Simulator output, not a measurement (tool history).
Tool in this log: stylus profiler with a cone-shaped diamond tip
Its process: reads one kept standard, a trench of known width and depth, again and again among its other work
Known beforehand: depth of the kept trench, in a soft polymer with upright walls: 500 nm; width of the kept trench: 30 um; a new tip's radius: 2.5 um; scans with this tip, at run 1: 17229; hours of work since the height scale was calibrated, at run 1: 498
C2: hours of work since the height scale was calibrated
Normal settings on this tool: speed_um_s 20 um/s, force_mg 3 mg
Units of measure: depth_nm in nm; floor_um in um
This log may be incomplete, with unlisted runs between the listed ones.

{"run": 1, "hour": 0.0, "speed_um_s": 20, "force_mg": 3, "scans with this tip": 17229, "C2": 498, "depth_nm": 508.98, "floor_um": 25.6}
{"run": 2, "hour": 127.2, "speed_um_s": 20, "force_mg": 3, "scans with this tip": 17759, "C2": 559, "depth_nm": 508.94, "floor_um": 25.53}
{"run": 3, "hour": 239.3, "speed_um_s": 20, "force_mg": 4.24, "scans with this tip": 18225, "C2": 613, "depth_nm": 511, "floor_um": 25.55}
{"run": 4, "hour": 358.3, "speed_um_s": 20, "force_mg": 4.24, "scans with this tip": 18721, "C2": 671, "depth_nm": 511.02, "floor_um": 25.55}
{"run": 5, "hour": 437.4, "speed_um_s": 67, "force_mg": 4.24, "scans with this tip": 19050, "C2": 709, "depth_nm": 511.48, "floor_um": 25.42}
{"run": 6, "hour": 507.5, "speed_um_s": 67, "force_mg": 4.24, "scans with this tip": 19342, "C2": 743, "depth_nm": 511.45, "floor_um": 25.4}
{"run": 7, "hour": 604.8, "speed_um_s": 67, "force_mg": 4.24, "scans with this tip": 19747, "C2": 790, "depth_nm": 511.23, "floor_um": 25.37}
{"run": 8, "hour": 704.0, "speed_um_s": 67, "force_mg": 4.24, "scans with this tip": 20160, "C2": 838, "depth_nm": 511.48, "floor_um": 25.36}
{"run": 9, "hour": 772.9, "speed_um_s": 20, "force_mg": 1.51, "scans with this tip": 20447, "C2": 871, "depth_nm": 506.7, "floor_um": 25.35}
{"run": 10, "hour": 849.4, "speed_um_s": 20, "force_mg": 4.92, "scans with this tip": 20765, "C2": 908, "depth_nm": 512.79, "floor_um": 25.42}
{"run": 11, "hour": 946.6, "speed_um_s": 20, "force_mg": 3, "scans with this tip": 21170, "C2": 955, "depth_nm": 510.24, "floor_um": 25.31}
{"run": 12, "hour": 1022.5, "speed_um_s": 40, "force_mg": 3, "scans with this tip": 21486, "C2": 992, "depth_nm": 510.21, "floor_um": 25.26}
{"run": 13, "hour": 1098.8, "speed_um_s": 40, "force_mg": 3, "scans with this tip": 21804, "C2": 1029, "depth_nm": 510.04, "floor_um": 25.31}
{"run": 14, "hour": 1162.2, "speed_um_s": 40, "force_mg": 3, "scans with this tip": 22068, "C2": 1059, "depth_nm": 510.29, "floor_um": 25.26}
{"run": 15, "hour": 1284.5, "speed_um_s": 40, "force_mg": 3, "scans with this tip": 22577, "C2": 1118, "depth_nm": 510.51, "floor_um": 25.25}
{"run": 16, "hour": 1344.0, "speed_um_s": 20, "force_mg": 7.1, "scans with this tip": 22825, "C2": 1147, "depth_nm": 516.19, "floor_um": 25.28}
{"run": 17, "hour": 1401.4, "speed_um_s": 15, "force_mg": 3, "scans with this tip": 23063, "C2": 1175, "depth_nm": 510.68, "floor_um": 25.21}
{"run": 18, "hour": 1502.5, "speed_um_s": 20, "force_mg": 1.89, "scans with this tip": 23484, "C2": 1224, "depth_nm": 508.54, "floor_um": 25.21}
{"run": 19, "hour": 1569.4, "speed_um_s": 20, "force_mg": 3, "scans with this tip": 23763, "C2": 1256, "depth_nm": 510.8, "floor_um": 25.26}
{"run": 20, "hour": 1654.8, "speed_um_s": 20, "force_mg": 3, "scans with this tip": 24118, "C2": 1297, "depth_nm": 510.81, "floor_um": 25.15}
{"run": 21, "hour": 1760.7, "speed_um_s": 20, "force_mg": 3, "scans with this tip": 24559, "C2": 1349, "depth_nm": 510.97, "floor_um": 25.2}
{"run": 22, "hour": 1852.0, "speed_um_s": 39, "force_mg": 3, "scans with this tip": 24939, "C2": 1393, "depth_nm": 511.28, "floor_um": 25.09}
{"hour": 1962.8, "done": "height scale calibrated on a step standard"}
{"run": 23, "hour": 1971.3, "speed_um_s": 19, "force_mg": 1.32, "scans with this tip": 25434, "C2": 4, "depth_nm": 504.26, "floor_um": 25.12}
{"run": 24, "hour": 2048.1, "speed_um_s": 15, "force_mg": 4.13, "scans with this tip": 25754, "C2": 41, "depth_nm": 509.26, "floor_um": 25.05}
{"run": 25, "hour": 2110.9, "speed_um_s": 62, "force_mg": 1.24, "scans with this tip": 26015, "C2": 72, "depth_nm": 503.89, "floor_um": 24.96}
{"run": 26, "hour": 2171.3, "speed_um_s": 62, "force_mg": 1.24, "scans with this tip": 26267, "C2": 101, "depth_nm": 504.22, "floor_um": 24.92}
{"run": 27, "hour": 2246.1, "speed_um_s": 68, "force_mg": 8.98, "scans with this tip": 26578, "C2": 137, "depth_nm": 515.71, "floor_um": 24.97}
{"run": 28, "hour": 2341.8, "speed_um_s": 9, "force_mg": 4.72, "scans with this tip": 26976, "C2": 183, "depth_nm": 510.04, "floor_um": 25.06}
{"run": 29, "hour": 2443.6, "speed_um_s": 9, "force_mg": 4.72, "scans with this tip": 27400, "C2": 232, "depth_nm": 510.7, "floor_um": 25}
{"run": 30, "hour": 2554.7, "speed_um_s": 19, "force_mg": 2.21, "scans with this tip": 27862, "C2": 286, "depth_nm": 506.5, "floor_um": 24.91}
{"run": 31, "hour": 2655.5, "speed_um_s": 20, "force_mg": 1.81, "scans with this tip": 28282, "C2": 335, "depth_nm": 506.09, "floor_um": 24.9}
{"run": 32, "hour": 2723.7, "speed_um_s": 20, "force_mg": 1.27, "scans with this tip": 28566, "C2": 368, "depth_nm": 504.72, "floor_um": 24.88}
{"run": 33, "hour": 2858.8, "speed_um_s": 20, "force_mg": 1.27, "scans with this tip": 29129, "C2": 433, "depth_nm": 504.98, "floor_um": 24.8}
{"run": 34, "hour": 2922.4, "speed_um_s": 65, "force_mg": 8.71, "scans with this tip": 29393, "C2": 464, "depth_nm": 515.97, "floor_um": 24.85}
{"run": 35, "hour": 3033.0, "speed_um_s": 27, "force_mg": 3.08, "scans with this tip": 29854, "C2": 517, "depth_nm": 508.67, "floor_um": 24.82}
{"run": 36, "hour": 3101.9, "speed_um_s": 14, "force_mg": 6.49, "scans with this tip": 30141, "C2": 550, "depth_nm": 513.6, "floor_um": 24.83}
{"run": 37, "hour": 3184.5, "speed_um_s": 7, "force_mg": 4.13, "scans with this tip": 30484, "C2": 590, "depth_nm": 510.41, "floor_um": 24.81}
{"run": 38, "hour": 3298.9, "speed_um_s": 7, "force_mg": 1.38, "scans with this tip": 30961, "C2": 645, "depth_nm": 505.6, "floor_um": 24.75}
{"run": 39, "hour": 3369.1, "speed_um_s": 47, "force_mg": 1.23, "scans with this tip": 31253, "C2": 679, "depth_nm": 505.23, "floor_um": 24.62}
{"run": 40, "hour": 3485.9, "speed_um_s": 7, "force_mg": 2.21, "scans with this tip": 31739, "C2": 736, "depth_nm": 507.36, "floor_um": 24.77}
{"run": 41, "hour": 3608.0, "speed_um_s": 31, "force_mg": 1.67, "scans with this tip": 32248, "C2": 795, "depth_nm": 506.62, "floor_um": 24.7}
{"run": 42, "hour": 3735.8, "speed_um_s": 31, "force_mg": 1.67, "scans with this tip": 32780, "C2": 857, "depth_nm": 507.05, "floor_um": 24.66}

For run 43, what comes out?
{"run": 43, "hour": 3839.2, "speed_um_s": 41, "force_mg": 1.67, "scans with this tip": 33210, "C2": 907, "depth_nm": "?", "floor_um": "?"}

Run 43 came out at depth_nm 506.97 nm, floor_um 24.57 um.
If the tool had no hidden condition, the same run with the same run-to-run variation would have returned depth_nm 505.01 nm, floor_um 26.89 um.
